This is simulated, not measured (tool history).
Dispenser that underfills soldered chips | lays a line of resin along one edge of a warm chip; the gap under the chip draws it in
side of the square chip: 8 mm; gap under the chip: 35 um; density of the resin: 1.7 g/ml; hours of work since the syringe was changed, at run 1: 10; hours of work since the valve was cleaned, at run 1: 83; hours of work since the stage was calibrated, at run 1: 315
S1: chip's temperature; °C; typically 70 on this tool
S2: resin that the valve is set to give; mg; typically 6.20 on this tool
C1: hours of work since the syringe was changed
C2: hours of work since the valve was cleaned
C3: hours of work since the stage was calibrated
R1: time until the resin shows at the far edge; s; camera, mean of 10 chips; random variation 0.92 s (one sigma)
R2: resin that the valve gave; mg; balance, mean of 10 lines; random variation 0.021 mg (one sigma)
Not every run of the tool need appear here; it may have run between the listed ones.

run    day  S1    S2  C1   C2   C3     R1    R2
  1  0.000  70  6.20  10   83  315  126.5  6.02
     0.050  -- new syringe of resin
  2  0.346  70  6.20   6   89  321  108.9  5.98
     0.658  -- new syringe of resin
  3  0.775  70  6.35   2   97  329   97.4  6.03
  4  1.142  70  6.35   9  104  336  121.8  6.05
     1.254  -- new syringe of resin
  5  1.442  70  6.35   3  109  341  100.3  6.04
     1.846  -- new syringe of resin
  6  1.846  70  7.54   0  117  349   88.5  7.14
  7  2.221  70  7.54   7  124  356  110.0  7.15
     2.462  -- new syringe of resin
  8  2.542  70  7.54   1  130  362   92.1  7.11
     2.767  -- dispensing valve cleaned and set on the balance
  9  2.967  70  7.54   9    4  369  117.8  7.51
     3.104  -- new syringe of resin
 10  3.233  73  5.94   2    9  374   85.6  5.89
 11  3.567  74  5.37   9   15  380  102.5  5.33
     3.708  -- new syringe of resin
 12  4.050  71  6.56   6   24  389  103.3  6.48
     4.329  -- new syringe of resin
 13  4.562  71  6.54   4   33  398   98.8  6.43

For run 14, what comes out?
     4.933  -- new syringe of resin
 14  5.112  72  6.19   3  43  408   ?   ?

{"run 14": {"R1": 92.6, "R2": 6.09}}
Minus the tool's unlogged condition, the same run would have read R1 78.6 s, R2 6.20 mg.
